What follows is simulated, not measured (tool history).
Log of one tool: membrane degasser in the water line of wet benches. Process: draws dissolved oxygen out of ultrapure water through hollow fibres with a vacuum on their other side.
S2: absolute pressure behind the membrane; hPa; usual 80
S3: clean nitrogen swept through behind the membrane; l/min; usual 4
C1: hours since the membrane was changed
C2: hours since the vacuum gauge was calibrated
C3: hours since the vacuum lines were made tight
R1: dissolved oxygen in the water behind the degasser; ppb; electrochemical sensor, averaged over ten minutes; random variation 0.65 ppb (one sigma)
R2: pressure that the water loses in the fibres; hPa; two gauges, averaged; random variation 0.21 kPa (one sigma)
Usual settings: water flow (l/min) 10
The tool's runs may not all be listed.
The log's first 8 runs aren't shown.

{"run": 9, "hour": 552.3, "water flow (l/min)": 10, "S2": 80, "S3": 4, "C1": 3207, "C2": 4235, "C3": 8447, "R1": 62.9, "R2": 500.6}
{"run": 10, "hour": 612.0, "water flow (l/min)": 10, "S2": 80, "S3": 4, "C1": 3267, "C2": 4295, "C3": 8507, "R1": 62.1, "R2": 503.9}
{"run": 11, "hour": 683.0, "water flow (l/min)": 10, "S2": 80, "S3": 4, "C1": 3338, "C2": 4366, "C3": 8578, "R1": 62.6, "R2": 502.8}
{"run": 12, "hour": 721.5, "water flow (l/min)": 10, "S2": 80, "S3": 4, "C1": 3376, "C2": 4404, "C3": 8616, "R1": 63.2, "R2": 502.4}
{"run": 13, "hour": 763.3, "water flow (l/min)": 10, "S2": 80, "S3": 4, "C1": 3418, "C2": 4446, "C3": 8658, "R1": 63.2, "R2": 507.3}
{"run": 14, "hour": 815.2, "water flow (l/min)": 15, "S2": 80, "S3": 4, "C1": 3470, "C2": 4498, "C3": 8710, "R1": 206.3, "R2": 754.7}
{"run": 15, "hour": 889.8, "water flow (l/min)": 15, "S2": 80, "S3": 4, "C1": 3545, "C2": 4572, "C3": 8784, "R1": 206.3, "R2": 753.5}
{"run": 16, "hour": 972.4, "water flow (l/min)": 15, "S2": 80, "S3": 4, "C1": 3627, "C2": 4655, "C3": 8867, "R1": 208.9, "R2": 752}
{"run": 17, "hour": 1048.6, "water flow (l/min)": 15, "S2": 80, "S3": 4, "C1": 3704, "C2": 4731, "C3": 8943, "R1": 207.7, "R2": 753.6}
{"run": 18, "hour": 1103.4, "water flow (l/min)": 7, "S2": 54, "S3": 4.1, "C1": 3758, "C2": 4786, "C3": 8998, "R1": 15.1, "R2": 352.5}
{"run": 19, "hour": 1158.8, "water flow (l/min)": 14, "S2": 183, "S3": 1.9, "C1": 3814, "C2": 4841, "C3": 9053, "R1": 394.4, "R2": 702}
{"hour": 1174.3, "done": "vacuum gauge calibrated"}
{"run": 20, "hour": 1227.9, "water flow (l/min)": 9, "S2": 116.3, "S3": 2.58, "C1": 3882, "C2": 54, "C3": 9122, "R1": 93.8, "R2": 452.7}
{"run": 21, "hour": 1305.6, "water flow (l/min)": 9, "S2": 116.3, "S3": 2.58, "C1": 3960, "C2": 131, "C3": 9200, "R1": 96, "R2": 452.1}
{"run": 22, "hour": 1362.5, "water flow (l/min)": 12, "S2": 119.5, "S3": 4.5, "C1": 4017, "C2": 188, "C3": 9257, "R1": 128.3, "R2": 604.3}
{"run": 23, "hour": 1401.6, "water flow (l/min)": 12, "S2": 80, "S3": 1.82, "C1": 4056, "C2": 227, "C3": 9296, "R1": 148.7, "R2": 605.1}
{"run": 24, "hour": 1452.2, "water flow (l/min)": 12, "S2": 80, "S3": 1.82, "C1": 4107, "C2": 278, "C3": 9346, "R1": 146.8, "R2": 605.1}
{"run": 25, "hour": 1533.4, "water flow (l/min)": 8, "S2": 81.4, "S3": 6.58, "C1": 4188, "C2": 359, "C3": 9428, "R1": 25.1, "R2": 405.7}
{"run": 26, "hour": 1600.6, "water flow (l/min)": 8, "S2": 81.4, "S3": 6.58, "C1": 4255, "C2": 426, "C3": 9495, "R1": 25.3, "R2": 405.3}
{"run": 27, "hour": 1679.1, "water flow (l/min)": 13, "S2": 93, "S3": 8.04, "C1": 4334, "C2": 505, "C3": 9573, "R1": 119, "R2": 655}
{"run": 28, "hour": 1735.6, "water flow (l/min)": 9, "S2": 114, "S3": 2.24, "C1": 4390, "C2": 561, "C3": 9630, "R1": 103.7, "R2": 455.6}
{"run": 29, "hour": 1779.0, "water flow (l/min)": 9, "S2": 114, "S3": 10.44, "C1": 4433, "C2": 605, "C3": 9673, "R1": 36.6, "R2": 447.8}
{"run": 30, "hour": 1860.1, "water flow (l/min)": 13, "S2": 80, "S3": 2.7, "C1": 4515, "C2": 686, "C3": 9754, "R1": 155.1, "R2": 660.1}
{"run": 31, "hour": 1915.3, "water flow (l/min)": 13, "S2": 80, "S3": 2.7, "C1": 4570, "C2": 741, "C3": 9810, "R1": 156.2, "R2": 657.7}

Forecast each of these 5 alternatives for the next run:
{"run": "A", "hour": 1959.2, "water flow (l/min)": 7, "S2": 80, "S3": 4, "C1": 4614, "C2": 785, "C3": 9853, "R1": "?", "R2": "?"}
{"run": "B", "hour": 1959.2, "water flow (l/min)": 14, "S2": 80, "S3": 4, "C1": 4614, "C2": 785, "C3": 9853, "R1": "?", "R2": "?"}
{"run": "C", "hour": 1959.2, "water flow (l/min)": 10, "S2": 170.6, "S3": 4, "C1": 4614, "C2": 785, "C3": 9853, "R1": "?", "R2": "?"}
{"run": "D", "hour": 1959.2, "water flow (l/min)": 7, "S2": 73.5, "S3": 3.33, "C1": 4614, "C2": 785, "C3": 9853, "R1": "?", "R2": "?"}
{"run": "E", "hour": 1959.2, "water flow (l/min)": 11, "S2": 75, "S3": 5.76, "C1": 4614, "C2": 785, "C3": 9853, "R1": "?", "R2": "?"}

run=A R1=27.1 R2=353.3
run=B R1=166.1 R2=702.6
run=C R1=123.5 R2=501.2
run=D R1=28 R2=350.2
run=E R1=69.6 R2=557
Without the tool's hidden state the same runs would have given:
run=A R1=24 R2=346.7
run=B R1=154.4 R2=689.5
run=C R1=113.4 R2=491.9
run=D R1=24.8 R2=343.7
run=E R1=63.7 R2=546.7
